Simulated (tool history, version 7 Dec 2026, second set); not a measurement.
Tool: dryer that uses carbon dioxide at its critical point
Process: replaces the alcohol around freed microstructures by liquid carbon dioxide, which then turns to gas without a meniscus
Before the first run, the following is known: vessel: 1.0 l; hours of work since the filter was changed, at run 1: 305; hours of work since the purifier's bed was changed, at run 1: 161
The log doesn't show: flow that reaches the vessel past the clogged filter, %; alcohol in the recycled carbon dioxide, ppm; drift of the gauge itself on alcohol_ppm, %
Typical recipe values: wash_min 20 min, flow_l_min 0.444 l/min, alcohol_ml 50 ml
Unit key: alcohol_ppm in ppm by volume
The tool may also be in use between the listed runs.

run,day,wash_min,flow_l_min,alcohol_ml,hours of work since the filter was changed,hours of work since the purifier's bed was changed,alcohol_ppm
1,0,20,0.444,50,305,161,81
2,0.404,20,0.562,50,312,168,71
3,0.658,20,0.444,50,317,173,86
# day 1.05: inlet filter changed
4,1.125,20,0.444,50,1,181,81
5,1.483,20,0.389,50,8,187,98
6,1.762,20,0.389,50,13,192,94
7,2.154,20,0.444,45,20,199,75
8,2.608,20,0.444,45,28,208,91
9,2.808,20,0.639,45,32,211,85
10,3.008,20,0.444,50,36,215,105
11,3.338,20,0.444,50,42,221,107
12,3.608,20,0.444,50,47,226,100
13,3.796,20,0.444,50,50,229,105
14,4.25,20,0.358,50,58,237,133
15,4.454,20,0.358,50,62,241,136
16,4.679,20,0.358,50,66,245,147
17,4.988,20,0.358,50,72,251,138
18,5.433,20,0.358,50,80,259,143
19,5.733,20,0.358,50,85,265,153
20,5.996,20,0.358,50,90,269,155
21,6.321,20,0.444,38,96,275,114
22,6.571,20,0.444,50,101,280,128
23,6.854,20,0.444,50,106,285,120
24,7.138,20,0.444,50,111,290,118
25,7.45,20,0.444,28,117,296,125
26,7.867,31,0.321,50,124,303,109
27,8.192,27,0.719,54,130,309,119
28,8.592,15,0.444,70,137,317,249
29,8.9,17,0.444,91,143,322,193
30,9.162,16,0.348,91,148,327,538
31,9.375,18,0.313,34,152,331,280
32,9.712,12,0.444,50,158,337,440
33,10.004,12,0.444,50,163,342,449
34,10.467,12,0.444,50,172,351,454
35,10.783,14,0.444,21,177,356,201
36,11.1,14,0.444,21,183,362,208
37,11.496,14,0.444,21,190,369,207
38,11.767,21,0.43,28,195,374,156
39,12.129,21,0.43,28,202,381,156
40,12.479,21,0.43,38,208,387,161
41,12.692,16,0.27,69,212,391,1252
42,13.042,15,0.397,84,218,398,474
43,13.288,20,0.331,50,223,402,247
44,13.508,20,0.331,108,227,406,354
45,13.729,30,0.332,31,231,410,160
46,14.133,30,0.332,31,238,418,167

Measured result minus the same run's result without the hidden state. Both carry the same run-to-run variation, though not necessarily the same gauge scatter:
run,alcohol_ppm
1,+70
2,+66
3,+76
4,+72
5,+74
6,+75
7,+75
8,+79
9,+80
10,+85
11,+88
12,+87
13,+89
14,+97
15,+99
16,+101
17,+104
18,+106
19,+111
20,+111
21,+107
22,+109
23,+110
24,+113
25,+114
26,+109
27,+116
28,+151
29,+137
30,+213
31,+160
32,+199
33,+200
34,+205
35,+148
36,+154
37,+155
38,+144
39,+144
40,+147
41,+407
42,+249
43,+179
44,+223
45,+155
46,+156

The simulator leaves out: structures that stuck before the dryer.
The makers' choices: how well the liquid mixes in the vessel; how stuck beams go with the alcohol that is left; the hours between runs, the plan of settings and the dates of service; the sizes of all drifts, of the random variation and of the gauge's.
